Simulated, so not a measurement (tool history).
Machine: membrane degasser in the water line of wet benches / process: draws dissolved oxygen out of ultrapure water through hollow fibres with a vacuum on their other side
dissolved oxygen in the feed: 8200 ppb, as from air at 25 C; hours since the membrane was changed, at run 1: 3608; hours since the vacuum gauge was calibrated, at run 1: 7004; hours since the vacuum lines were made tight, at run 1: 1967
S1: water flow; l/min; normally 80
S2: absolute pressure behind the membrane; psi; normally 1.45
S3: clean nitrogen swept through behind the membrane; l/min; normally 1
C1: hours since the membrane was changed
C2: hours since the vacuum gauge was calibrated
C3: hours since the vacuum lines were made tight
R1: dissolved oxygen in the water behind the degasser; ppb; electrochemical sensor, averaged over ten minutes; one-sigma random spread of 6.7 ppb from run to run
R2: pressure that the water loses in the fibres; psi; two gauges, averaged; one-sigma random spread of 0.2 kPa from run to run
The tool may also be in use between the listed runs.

{"run": 1, "hour": 0.0, "S1": 80, "S2": 1.45, "S3": 1, "C1": 3608, "C2": 7004, "C3": 1967, "R1": 890.1, "R2": 6.617}
{"run": 2, "hour": 65.2, "S1": 80, "S2": 1.45, "S3": 1, "C1": 3673, "C2": 7069, "C3": 2032, "R1": 883.1, "R2": 6.65}
{"run": 3, "hour": 145.5, "S1": 80, "S2": 1.45, "S3": 1, "C1": 3753, "C2": 7149, "C3": 2112, "R1": 883.6, "R2": 6.672}
{"run": 4, "hour": 266.2, "S1": 80, "S2": 1.45, "S3": 1, "C1": 3874, "C2": 7270, "C3": 2233, "R1": 894.7, "R2": 6.64}
{"run": 5, "hour": 378.7, "S1": 80, "S2": 1.45, "S3": 1, "C1": 3986, "C2": 7382, "C3": 2345, "R1": 889, "R2": 6.656}
{"run": 6, "hour": 453.9, "S1": 80, "S2": 1.45, "S3": 1, "C1": 4062, "C2": 7457, "C3": 2420, "R1": 885.8, "R2": 6.612}
{"run": 7, "hour": 525.1, "S1": 80, "S2": 1.45, "S3": 1, "C1": 4133, "C2": 7529, "C3": 2492, "R1": 895, "R2": 6.614}
{"run": 8, "hour": 617.0, "S1": 80, "S2": 1.45, "S3": 1, "C1": 4225, "C2": 7621, "C3": 2584, "R1": 882.4, "R2": 6.608}
{"run": 9, "hour": 671.5, "S1": 80, "S2": 1.45, "S3": 1, "C1": 4279, "C2": 7675, "C3": 2638, "R1": 886.4, "R2": 6.675}
{"run": 10, "hour": 780.9, "S1": 80, "S2": 1.45, "S3": 1, "C1": 4389, "C2": 7784, "C3": 2747, "R1": 883.2, "R2": 6.67}
{"run": 11, "hour": 865.1, "S1": 80, "S2": 1.45, "S3": 1, "C1": 4473, "C2": 7869, "C3": 2832, "R1": 893.1, "R2": 6.662}
{"run": 12, "hour": 972.9, "S1": 80, "S2": 1.45, "S3": 1, "C1": 4581, "C2": 7976, "C3": 2939, "R1": 897.2, "R2": 6.66}
{"run": 13, "hour": 1025.6, "S1": 80, "S2": 1.31, "S3": 1.52, "C1": 4633, "C2": 8029, "C3": 2992, "R1": 600, "R2": 6.627}
{"run": 14, "hour": 1078.4, "S1": 114, "S2": 1.07, "S3": 1.52, "C1": 4686, "C2": 8082, "C3": 3045, "R1": 633.1, "R2": 9.475}
{"run": 15, "hour": 1178.0, "S1": 83, "S2": 1.45, "S3": 1.63, "C1": 4786, "C2": 8182, "C3": 3145, "R1": 664.5, "R2": 6.897}
{"run": 16, "hour": 1293.6, "S1": 119, "S2": 1.51, "S3": 2.42, "C1": 4901, "C2": 8297, "C3": 3260, "R1": 750.2, "R2": 9.863}
{"hour": 1308.4, "done": "vacuum gauge calibrated"}
{"run": 17, "hour": 1355.5, "S1": 80, "S2": 0.99, "S3": 0.45, "C1": 4963, "C2": 47, "C3": 3322, "R1": 765.4, "R2": 6.649}
{"run": 18, "hour": 1445.8, "S1": 81, "S2": 1.6, "S3": 1, "C1": 5053, "C2": 137, "C3": 3412, "R1": 1006.7, "R2": 6.707}
{"run": 19, "hour": 1502.1, "S1": 81, "S2": 1.6, "S3": 1, "C1": 5109, "C2": 194, "C3": 3468, "R1": 1004.8, "R2": 6.731}
{"run": 20, "hour": 1592.5, "S1": 67, "S2": 2.89, "S3": 0.95, "C1": 5200, "C2": 284, "C3": 3559, "R1": 1738.6, "R2": 5.548}
{"run": 21, "hour": 1715.5, "S1": 123, "S2": 0.96, "S3": 1.45, "C1": 5323, "C2": 407, "C3": 3682, "R1": 594.3, "R2": 10.199}
{"run": 22, "hour": 1825.6, "S1": 125, "S2": 3.42, "S3": 1, "C1": 5433, "C2": 517, "C3": 3792, "R1": 2836.6, "R2": 10.34}
{"run": 23, "hour": 1885.6, "S1": 126, "S2": 1.89, "S3": 2.3, "C1": 5493, "C2": 577, "C3": 3852, "R1": 1034.9, "R2": 10.469}
{"run": 24, "hour": 1998.2, "S1": 65, "S2": 1.89, "S3": 1.47, "C1": 5605, "C2": 690, "C3": 3964, "R1": 814.6, "R2": 5.43}

Predict each of these 5 candidate next runs independently; none follows another, all start after run 24:
{"run": "A", "hour": 2104.8, "S1": 68, "S2": 1.06, "S3": 1.55, "C1": 5712, "C2": 796, "C3": 4071, "R1": "?", "R2": "?"}
{"run": "B", "hour": 2104.8, "S1": 120, "S2": 1.84, "S3": 1.47, "C1": 5712, "C2": 796, "C3": 4071, "R1": "?", "R2": "?"}
{"run": "C", "hour": 2104.8, "S1": 51, "S2": 1.15, "S3": 1, "C1": 5712, "C2": 796, "C3": 4071, "R1": "?", "R2": "?"}
{"run": "D", "hour": 2104.8, "S1": 93, "S2": 1.89, "S3": 1.8, "C1": 5712, "C2": 796, "C3": 4071, "R1": "?", "R2": "?"}
{"run": "E", "hour": 2104.8, "S1": 80, "S2": 1.45, "S3": 0.49, "C1": 5712, "C2": 796, "C3": 4071, "R1": "?", "R2": "?"}

run=A R1=372.6 R2=5.671
run=B R1=1271.5 R2=10.031
run=C R1=443.7 R2=4.255
run=D R1=949.1 R2=7.754
run=E R1=1302.5 R2=6.685
The same runs, with their run-to-run variation unchanged, on a tool lacking any hidden condition would have given:
run=A R1=372.3 R2=5.665
run=B R1=1271 R2=10.022
run=C R1=443.5 R2=4.251
run=D R1=948.7 R2=7.746
run=E R1=1302.1 R2=6.679

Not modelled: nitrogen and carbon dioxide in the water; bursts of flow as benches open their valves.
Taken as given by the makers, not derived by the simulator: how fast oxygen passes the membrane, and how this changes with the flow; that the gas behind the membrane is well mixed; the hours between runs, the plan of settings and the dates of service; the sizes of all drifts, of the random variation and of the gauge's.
